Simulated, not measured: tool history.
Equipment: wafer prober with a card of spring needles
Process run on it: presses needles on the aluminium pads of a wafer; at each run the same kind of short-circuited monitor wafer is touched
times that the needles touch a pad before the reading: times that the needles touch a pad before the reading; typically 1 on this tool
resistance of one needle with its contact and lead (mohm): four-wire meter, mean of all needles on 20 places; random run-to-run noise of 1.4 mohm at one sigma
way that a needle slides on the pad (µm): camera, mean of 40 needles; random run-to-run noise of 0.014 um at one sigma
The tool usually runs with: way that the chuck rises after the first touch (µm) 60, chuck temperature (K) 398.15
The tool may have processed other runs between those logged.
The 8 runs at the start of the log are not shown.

| run | day | way that the chuck rises after the first touch (µm) | chuck temperature (K) | times that the needles touch a pad before the reading | touches since the tips were cleaned | cleanings since the card got new needles | touches since the first contact's height was set | resistance of one needle with its contact and lead (mohm) | way that a needle slides on the pad (µm) |
|---|---|---|---|---|---|---|---|---|---|
|  | 8.821 | tips cleaned on abrasive film |
| 9 | 8.996 | 60 | 342.15 | 3 | 2088 | 36 | 72041 | 123 | 12.31 |
|  | 9.571 | tips cleaned on abrasive film |
| 10 | 10.046 | 60 | 342.15 | 3 | 5617 | 37 | 84362 | 122 | 12.33 |
|  | 10.275 | tips cleaned on abrasive film |
|  | 10.983 | tips cleaned on abrasive film |
| 11 | 10.992 | 60 | 398.15 | 2 | 91 | 39 | 95440 | 131 | 12.31 |
|  | 11.688 | tips cleaned on abrasive film |
| 12 | 11.767 | 60 | 398.15 | 1 | 934 | 40 | 104526 | 129 | 12.32 |
|  | 12.367 | tips cleaned on abrasive film |
| 13 | 12.796 | 60 | 398.15 | 1 | 5081 | 41 | 116642 | 129 | 12.33 |
|  | 12.933 | height of the first contact set anew |
|  | 13.138 | tips cleaned on abrasive film |
|  | 13.871 | tips cleaned on abrasive film |
| 14 | 14.046 | 60 | 398.15 | 1 | 2069 | 43 | 13027 | 130 | 12.36 |
|  | 14.575 | tips cleaned on abrasive film |
|  | 15.267 | tips cleaned on abrasive film |
| 15 | 15.546 | 60 | 398.15 | 1 | 3315 | 45 | 30646 | 132 | 12.33 |
|  | 15.954 | tips cleaned on abrasive film |
|  | 16.667 | tips cleaned on abrasive film |
| 16 | 16.812 | 52 | 298.15 | 3 | 1703 | 47 | 45484 | 115 | 10.70 |
|  | 17.342 | tips cleaned on abrasive film |
|  | 18.046 | tips cleaned on abrasive film |
| 17 | 18.296 | 52 | 300.15 | 2 | 2978 | 49 | 62941 | 118 | 10.71 |
|  | 18.762 | tips cleaned on abrasive film |
| 18 | 18.988 | 69 | 305.15 | 2 | 2686 | 50 | 71055 | 115 | 14.20 |
|  | 19.475 | tips cleaned on abrasive film |
| 19 | 20.112 | 69 | 299.15 | 1 | 7514 | 51 | 84285 | 114 | 14.18 |
|  | 20.179 | tips cleaned on abrasive film |
|  | 20.842 | tips cleaned on abrasive film |
| 20 | 20.892 | 41 | 353.15 | 1 | 562 | 53 | 93370 | 132 | 8.44 |
|  | 21.579 | tips cleaned on abrasive film |
| 21 | 21.633 | 41 | 353.15 | 1 | 609 | 54 | 102078 | 130 | 8.43 |
|  | 22.279 | tips cleaned on abrasive film |
| 22 | 22.579 | 48 | 353.15 | 2 | 3552 | 55 | 113211 | 127 | 9.88 |
|  | 22.983 | tips cleaned on abrasive film |
|  | 23.104 | height of the first contact set anew |
|  | 23.679 | tips cleaned on abrasive film |
| 23 | 23.825 | 48 | 391.15 | 2 | 1757 | 57 | 8472 | 133 | 9.88 |
|  | 24.442 | tips cleaned on abrasive film |
| 24 | 24.875 | 63 | 310.15 | 1 | 5128 | 58 | 20811 | 118 | 12.98 |
|  | 25.208 | tips cleaned on abrasive film |
| 25 | 25.854 | 63 | 310.15 | 1 | 7632 | 59 | 32339 | 116 | 13.00 |
|  | 25.925 | tips cleaned on abrasive film |
|  | 26.654 | tips cleaned on abrasive film |
| 26 | 27.242 | 55 | 311.15 | 1 | 6923 | 61 | 48595 | 119 | 11.35 |
|  | 27.375 | tips cleaned on abrasive film |
|  | 28.092 | tips cleaned on abrasive film |
| 27 | 28.500 | 62 | 398.15 | 1 | 4826 | 63 | 63370 | 128 | 12.79 |
|  | 28.792 | tips cleaned on abrasive film |
|  | 29.479 | tips cleaned on abrasive film |
| 28 | 29.479 | 56 | 343.15 | 1 | 0 | 65 | 74834 | 122 | 11.54 |
|  | 30.204 | tips cleaned on abrasive film |
| 29 | 30.612 | 60 | 325.15 | 2 | 4869 | 66 | 88191 | 121 | 12.36 |
|  | 30.871 | tips cleaned on abrasive film |
|  | 31.558 | tips cleaned on abrasive film |
| 30 | 32.054 | 60 | 325.15 | 2 | 5821 | 68 | 105077 | 120 | 12.37 |

Alternative continuations, all from the tool just after run 30; predict every row:
|  | 32.279 | tips cleaned on abrasive film |
| A | 32.858 | 60 | 366.15 | 3 | 6842 | 69 | 114544 | ? | ? |
|  | 32.279 | tips cleaned on abrasive film |
| B | 32.858 | 46 | 325.15 | 2 | 6842 | 69 | 114544 | ? | ? |
|  | 32.279 | tips cleaned on abrasive film |
| C | 32.858 | 60 | 342.15 | 1 | 6842 | 69 | 114544 | ? | ? |
|  | 32.279 | tips cleaned on abrasive film |
| D | 32.858 | 64 | 324.15 | 1 | 6842 | 69 | 114544 | ? | ? |
|  | 32.279 | tips cleaned on abrasive film |
| E | 32.858 | 60 | 342.15 | 1 | 6842 | 69 | 114544 | ? | ? |

| run | resistance of one needle with its contact and lead (mohm) | way that a needle slides on the pad (µm) |
|---|---|---|
| A | 124 | 12.38 |
| B | 124 | 9.49 |
| C | 122 | 12.37 |
| D | 120 | 13.19 |
| E | 124 | 12.38 |
Without the tool's hidden state the same runs would have given:
| run | resistance of one needle with its contact and lead (mohm) | way that a needle slides on the pad (µm) |
|---|---|---|
| A | 124 | 12.29 |
| B | 123 | 9.42 |
| C | 121 | 12.28 |
| D | 119 | 13.09 |
| E | 123 | 12.29 |
